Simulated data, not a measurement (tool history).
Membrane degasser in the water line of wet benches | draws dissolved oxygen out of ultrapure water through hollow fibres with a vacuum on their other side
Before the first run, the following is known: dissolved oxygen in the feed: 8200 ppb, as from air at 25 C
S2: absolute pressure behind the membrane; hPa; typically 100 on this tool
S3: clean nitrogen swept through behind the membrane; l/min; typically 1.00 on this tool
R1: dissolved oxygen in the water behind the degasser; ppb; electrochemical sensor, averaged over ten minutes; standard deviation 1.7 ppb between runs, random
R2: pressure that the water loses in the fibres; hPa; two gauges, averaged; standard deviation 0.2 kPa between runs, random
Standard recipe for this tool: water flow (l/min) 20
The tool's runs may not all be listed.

run 1 hour=0.0 | water_flow_(l/min)=20 S2=100 S3=1.00 | R1=295.3 R2=422.6
run 2 hour=275.3 | water_flow_(l/min)=20 S2=100 S3=1.00 | R1=293.9 R2=419.5
run 3 hour=550.1 | water_flow_(l/min)=20 S2=100 S3=1.00 | R1=295.3 R2=423.6
run 4 hour=847.6 | water_flow_(l/min)=20 S2=100 S3=1.00 | R1=297.4 R2=424.7
run 5 hour=1011.2 | water_flow_(l/min)=20 S2=222 S3=1.00 | R1=775.3 R2=425.9
run 6 hour=1285.2 | water_flow_(l/min)=17 S2=222 S3=1.00 | R1=683.8 R2=360.9
run 7 hour=1476.3 | water_flow_(l/min)=13 S2=100 S3=1.00 | R1=202.8 R2=275.6
run 8 hour=1785.3 | water_flow_(l/min)=13 S2=100 S3=1.00 | R1=200.6 R2=275.6
run 9 hour=2059.2 | water_flow_(l/min)=20 S2=100 S3=1.00 | R1=294.9 R2=424.8
run 10 hour=2332.5 | water_flow_(l/min)=20 S2=100 S3=1.00 | R1=298.9 R2=420.1
-- hour=2522.3 vacuum gauge calibrated
run 11 hour=2615.4 | water_flow_(l/min)=20 S2=100 S3=1.00 | R1=294.4 R2=418.1
run 12 hour=2900.2 | water_flow_(l/min)=20 S2=100 S3=0.53 | R1=493.5 R2=422.8
run 13 hour=3201.9 | water_flow_(l/min)=20 S2=100 S3=0.53 | R1=496.3 R2=423.0
run 14 hour=3443.3 | water_flow_(l/min)=20 S2=100 S3=2.93 | R1=111.7 R2=424.6
run 15 hour=3704.1 | water_flow_(l/min)=20 S2=100 S3=2.93 | R1=112.8 R2=424.0
run 16 hour=3956.9 | water_flow_(l/min)=20 S2=100 S3=2.93 | R1=112.6 R2=423.3
run 17 hour=4240.9 | water_flow_(l/min)=20 S2=112 S3=1.00 | R1=346.2 R2=422.4
run 18 hour=4418.9 | water_flow_(l/min)=20 S2=88 S3=1.00 | R1=244.5 R2=422.9
run 19 hour=4645.5 | water_flow_(l/min)=32 S2=93 S3=2.72 | R1=174.1 R2=683.6
run 20 hour=4890.5 | water_flow_(l/min)=15 S2=205 S3=1.77 | R1=338.4 R2=317.4
run 21 hour=5136.5 | water_flow_(l/min)=16 S2=125 S3=0.60 | R1=504.3 R2=344.1
run 22 hour=5292.6 | water_flow_(l/min)=17 S2=95 S3=1.69 | R1=147.6 R2=360.3
run 23 hour=5582.3 | water_flow_(l/min)=14 S2=134 S3=0.53 | R1=545.7 R2=297.4

Run 24 is up next; what results do you expect?
run 24 hour=5807.7 | water_flow_(l/min)=20 S2=179 S3=2.62 | R1=? R2=?

R1: 262.4 ppb
R2: 423.1 hPa
On a tool with no hidden condition, and with the same random variation, this run would have come out at R1 262.1 ppb, R2 422.4 hPa.
